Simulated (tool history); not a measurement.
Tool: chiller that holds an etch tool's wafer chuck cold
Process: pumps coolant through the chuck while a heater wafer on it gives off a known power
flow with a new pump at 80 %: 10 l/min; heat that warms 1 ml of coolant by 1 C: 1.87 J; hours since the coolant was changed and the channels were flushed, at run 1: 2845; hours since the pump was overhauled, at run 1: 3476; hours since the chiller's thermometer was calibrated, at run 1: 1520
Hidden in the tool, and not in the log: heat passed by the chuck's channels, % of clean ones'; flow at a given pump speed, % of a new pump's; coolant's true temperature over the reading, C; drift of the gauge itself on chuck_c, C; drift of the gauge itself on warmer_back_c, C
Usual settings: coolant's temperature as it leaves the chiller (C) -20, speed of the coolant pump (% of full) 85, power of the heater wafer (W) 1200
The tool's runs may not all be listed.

run   hour  coolant's temperature as it leaves the chiller (C)  speed of the coolant pump (% of full)  power of the heater wafer (W)  hours since the coolant was changed and the channels were flushed  hours since the pump was overhauled  hours since the chiller's thermometer was calibrated  chuck's temperature once it has settled (C)  how much warmer the coolant comes back (C)
  1      0                                                 -20                                     85                           1200                                                               2845                                 3476                                                  1520                                         -9.6                                         3.9
  2   28.6                                                 -20                                     85                           1200                                                               2874                                 3505                                                  1549                                         -9.8                                        3.79
  3   53.5                                                 -20                                     85                           1200                                                               2899                                 3530                                                  1574                                         -9.5                                        3.81
  4   75.2                                                 -20                                     85                           1200                                                               2920                                 3551                                                  1595                                         -9.7                                        3.85
  5    115                                                 -20                                     85                           1200                                                               2960                                 3591                                                  1635                                         -9.6                                        3.85
  6    161                                                 -20                                     85                           1200                                                               3006                                 3637                                                  1681                                         -9.6                                        3.86
  7  199.3                                                 -27                                     85                           1200                                                               3044                                 3675                                                  1719                                        -16.3                                        3.82
  8  223.9                                                 -20                                     85                           1200                                                               3069                                 3700                                                  1744                                         -9.4                                        3.84
  9  259.8                                                 -20                                     85                           1288                                                               3105                                 3736                                                  1780                                         -8.7                                        4.09
     293.5  -- coolant pump overhauled
 10  307.1                                                 -20                                     85                           1200                                                               3147                                   14                                                  1822                                         -9.8                                        3.64
 11    329                                                 -20                                     85                           1200                                                               3169                                   35                                                  1844                                          -10                                        3.64
 12  353.3                                                 -20                                     85                           1200                                                               3193                                   60                                                  1868                                         -9.8                                        3.67
 13  399.9                                                 -20                                     85                           1200                                                               3240                                  106                                                  1915                                         -9.7                                        3.64
 14  436.5                                                 -20                                     85                           1200                                                               3277                                  143                                                  1952                                         -9.8                                        3.62
 15  459.4                                                 -20                                     62                           1026                                                               3300                                  166                                                  1975                                         -8.9                                        4.22
 16  479.6                                                 -20                                     62                           1026                                                               3320                                  186                                                  1995                                         -8.9                                        4.25
 17  524.3                                                 -19                                     62                           1097                                                               3364                                  231                                                  2039                                         -7.1                                        4.56
 18  566.6                                                 -19                                     62                           1097                                                               3407                                  273                                                  2082                                           -7                                        4.55
 19  609.4                                                 -25                                     61                            952                                                               3450                                  316                                                  2125                                        -14.4                                        3.99
 20  630.4                                                 -25                                     61                            952                                                               3471                                  337                                                  2146                                        -14.4                                        4.03
 21  670.5                                                 -23                                     84                            952                                                               3511                                  377                                                  2186                                        -14.6                                        2.92
 22  697.8                                                 -23                                     84                            952                                                               3538                                  404                                                  2213                                        -14.9                                        2.92
 23  734.6                                                 -18                                     96                            952                                                               3575                                  441                                                  2250                                        -10.5                                        2.55
 24  765.7                                                 -18                                     96                            952                                                               3606                                  472                                                  2281                                        -10.4                                        2.59
 25  792.3                                                 -15                                     85                            634                                                               3632                                  499                                                  2307                                         -9.4                                        1.93

Hidden state at the last listed run before each entry between runs and at the first one after, where it differs:
Between runs 9 and 10: coolant pump overhauled (hour 293.5)
  heat passed by the chuck's channels, % of clean ones': 89.8 -> 89.6; flow at a given pump speed, % of a new pump's: 94.6 -> 99.9; coolant's true temperature over the reading, C: 0.21 -> 0.22
  measured less the result without the state, chuck's temperature once it has settled (C): +1.5 -> +1; how much warmer the coolant comes back (C): +0.22 -> +0
